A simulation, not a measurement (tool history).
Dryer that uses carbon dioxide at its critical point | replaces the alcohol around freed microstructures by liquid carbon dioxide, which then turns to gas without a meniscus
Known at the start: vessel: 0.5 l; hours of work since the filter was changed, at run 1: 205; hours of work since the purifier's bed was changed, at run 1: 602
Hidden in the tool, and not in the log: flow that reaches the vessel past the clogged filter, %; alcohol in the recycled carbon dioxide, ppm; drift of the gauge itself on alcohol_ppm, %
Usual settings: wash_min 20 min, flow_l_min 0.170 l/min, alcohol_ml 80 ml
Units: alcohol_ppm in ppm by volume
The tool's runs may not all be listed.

run	hour	wash_min	flow_l_min	alcohol_ml	hours of work since the filter was changed	hours of work since the purifier's bed was changed	alcohol_ppm
1	0.0	20	0.170	80	205	602	1068
2	22.8	20	0.170	80	220	617	1017
3	42.6	20	0.170	80	233	630	1112
4	77.2	20	0.170	80	256	652	1131
5	122.1	20	0.170	80	286	682	1149
6	145.0	20	0.170	80	301	697	1189
7	165.5	20	0.155	80	314	710	1795
8	207.4	22	0.170	80	342	738	866
9	231.4	22	0.170	80	357	754	840
10	268.9	22	0.170	80	382	778	888
11	289.3	20	0.164	86	395	792	1622
12	308.7	16	0.121	80	408	804	9581
13	349.9	15	0.145	80	435	832	6965
14	371.5	19	0.170	22	449	846	651
# hour 400.8: inlet filter changed
15	400.8	20	0.170	57	0	864	732
16	444.1	20	0.170	57	28	893	757
17	482.2	22	0.170	80	54	918	680
18	522.8	22	0.170	80	80	945	698
19	568.2	12	0.134	114	110	974	18462

Forecast each of these 3 alternatives for the next run:
A	597.9	24	0.271	80	130	994	?
B	597.9	28	0.163	62	130	994	?
C	597.9	23	0.197	116	130	994	?

run	alcohol_ppm
A	276
B	382
C	474
Without the tool's hidden state the same runs would have given:
run	alcohol_ppm
A	9
B	85
C	164
